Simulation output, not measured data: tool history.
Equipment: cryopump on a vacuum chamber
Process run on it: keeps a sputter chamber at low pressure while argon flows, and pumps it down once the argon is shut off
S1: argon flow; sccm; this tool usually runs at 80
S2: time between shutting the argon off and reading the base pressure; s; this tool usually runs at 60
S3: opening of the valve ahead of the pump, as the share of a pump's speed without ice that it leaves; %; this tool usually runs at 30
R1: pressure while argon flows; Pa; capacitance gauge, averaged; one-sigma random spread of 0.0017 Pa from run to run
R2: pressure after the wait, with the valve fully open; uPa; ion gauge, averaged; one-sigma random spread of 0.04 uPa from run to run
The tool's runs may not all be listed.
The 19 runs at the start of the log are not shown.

run	hour	S1	S2	S3	R1	R2
20	367.7	54	47	30	0.2996	4.41
21	384.1	64	29	30	0.3568	6.08
22	405.2	126	112	30	0.7039	2.99
23	425.8	126	112	30	0.7035	2.99
24	449.6	37	187	48	0.1360	2.58
25	461.1	37	187	48	0.1371	2.64
26	482.7	37	187	48	0.1390	2.63
27	500.6	132	27	26	0.8494	6.66
28	511.9	132	27	26	0.8479	6.39
29	537.2	79	227	30	0.4449	2.66
30	559.7	40	87	30	0.2297	3.53
31	586.0	40	87	30	0.2282	3.53
32	599.3	90	78	24	0.6273	3.71
# hour 615.2: pump warmed up, emptied and cooled again
33	625.2	117	102	30	0.5962	2.77
34	647.2	91	22	30	0.4668	6.98
35	673.9	91	22	30	0.4645	6.99

3 options for the next run, each taken on its own from the tool as it stands now. Forecast them:
A	692.7	44	109	29	?	?
B	692.7	114	32	30	?	?
C	692.7	60	33	39	?	?

run	R1	R2
A	0.2328	2.71
B	0.5831	5.46
C	0.2392	5.34
Take away the tool's hidden state, keep each run's random variation, and the runs would have read:
run	R1	R2
A	0.2300	1.38
B	0.5759	4.11
C	0.2355	3.99
